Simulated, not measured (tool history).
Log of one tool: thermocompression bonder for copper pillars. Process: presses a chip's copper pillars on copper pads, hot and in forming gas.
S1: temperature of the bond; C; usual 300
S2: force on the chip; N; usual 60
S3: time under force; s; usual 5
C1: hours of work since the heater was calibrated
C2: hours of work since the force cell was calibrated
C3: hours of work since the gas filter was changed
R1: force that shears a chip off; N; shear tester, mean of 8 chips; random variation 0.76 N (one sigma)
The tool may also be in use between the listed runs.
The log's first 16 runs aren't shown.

{"run": 17, "day": 6.204, "S1": 300, "S2": 60, "S3": 5, "C1": 4, "C2": 359, "C3": 144, "R1": 56.2}
{"run": 18, "day": 6.438, "S1": 300, "S2": 60, "S3": 5, "C1": 7, "C2": 362, "C3": 147, "R1": 56.2}
{"run": 19, "day": 6.962, "S1": 300, "S2": 60, "S3": 5, "C1": 15, "C2": 370, "C3": 155, "R1": 56.5}
{"run": 20, "day": 7.246, "S1": 300, "S2": 60, "S3": 5, "C1": 19, "C2": 374, "C3": 159, "R1": 55.9}
{"run": 21, "day": 7.725, "S1": 300, "S2": 60, "S3": 5, "C1": 26, "C2": 380, "C3": 166, "R1": 55.7}
{"run": 22, "day": 8.212, "S1": 308, "S2": 37, "S3": 6, "C1": 33, "C2": 387, "C3": 173, "R1": 50.1}
{"run": 23, "day": 8.771, "S1": 286, "S2": 48, "S3": 6, "C1": 41, "C2": 395, "C3": 181, "R1": 42.9}
{"run": 24, "day": 9.246, "S1": 283, "S2": 48, "S3": 10, "C1": 47, "C2": 402, "C3": 187, "R1": 50.2}
{"run": 25, "day": 9.638, "S1": 320, "S2": 75, "S3": 5, "C1": 53, "C2": 408, "C3": 193, "R1": 79.7}
{"run": 26, "day": 10.125, "S1": 271, "S2": 59, "S3": 5, "C1": 60, "C2": 415, "C3": 200, "R1": 37.3}
{"run": 27, "day": 10.4, "S1": 313, "S2": 49, "S3": 5, "C1": 64, "C2": 419, "C3": 204, "R1": 58.0}
{"run": 28, "day": 10.696, "S1": 271, "S2": 79, "S3": 14, "C1": 68, "C2": 423, "C3": 208, "R1": 66.6}
{"day": 11.138, "done": "forming gas filter changed"}
{"run": 29, "day": 11.138, "S1": 276, "S2": 79, "S3": 9, "C1": 74, "C2": 429, "C3": 0, "R1": 62.8}
{"run": 30, "day": 11.471, "S1": 276, "S2": 79, "S3": 9, "C1": 79, "C2": 434, "C3": 5, "R1": 62.4}
{"run": 31, "day": 11.762, "S1": 284, "S2": 76, "S3": 8, "C1": 83, "C2": 438, "C3": 9, "R1": 66.5}
{"run": 32, "day": 12.096, "S1": 284, "S2": 76, "S3": 8, "C1": 88, "C2": 443, "C3": 14, "R1": 63.3}
{"run": 33, "day": 12.346, "S1": 278, "S2": 58, "S3": 5, "C1": 91, "C2": 446, "C3": 17, "R1": 41.8}
{"run": 34, "day": 12.812, "S1": 323, "S2": 60, "S3": 8, "C1": 98, "C2": 453, "C3": 24, "R1": 86.0}
{"run": 35, "day": 13.042, "S1": 323, "S2": 60, "S3": 8, "C1": 101, "C2": 456, "C3": 27, "R1": 86.7}
{"run": 36, "day": 13.425, "S1": 274, "S2": 49, "S3": 11, "C1": 107, "C2": 462, "C3": 33, "R1": 50.0}
{"run": 37, "day": 13.846, "S1": 274, "S2": 49, "S3": 11, "C1": 113, "C2": 468, "C3": 39, "R1": 49.3}
{"run": 38, "day": 14.296, "S1": 293, "S2": 44, "S3": 9, "C1": 119, "C2": 474, "C3": 45, "R1": 52.6}
{"run": 39, "day": 14.746, "S1": 293, "S2": 44, "S3": 9, "C1": 126, "C2": 481, "C3": 52, "R1": 53.5}

Forecast each of these 4 alternatives for the next run:
{"run": "A", "day": 15.304, "S1": 307, "S2": 79, "S3": 12, "C1": 134, "C2": 489, "C3": 60, "R1": "?"}
{"run": "B", "day": 15.304, "S1": 293, "S2": 44, "S3": 7, "C1": 134, "C2": 489, "C3": 60, "R1": "?"}
{"run": "C", "day": 15.304, "S1": 276, "S2": 70, "S3": 5, "C1": 134, "C2": 489, "C3": 60, "R1": "?"}
{"run": "D", "day": 15.304, "S1": 278, "S2": 60, "S3": 5, "C1": 134, "C2": 489, "C3": 60, "R1": "?"}

run=A R1=96.6
run=B R1=47.6
run=C R1=45.1
run=D R1=41.8
Without the tool's hidden state the same runs would have given:
run=A R1=97.6
run=B R1=48.1
run=C R1=45.6
run=D R1=42.3

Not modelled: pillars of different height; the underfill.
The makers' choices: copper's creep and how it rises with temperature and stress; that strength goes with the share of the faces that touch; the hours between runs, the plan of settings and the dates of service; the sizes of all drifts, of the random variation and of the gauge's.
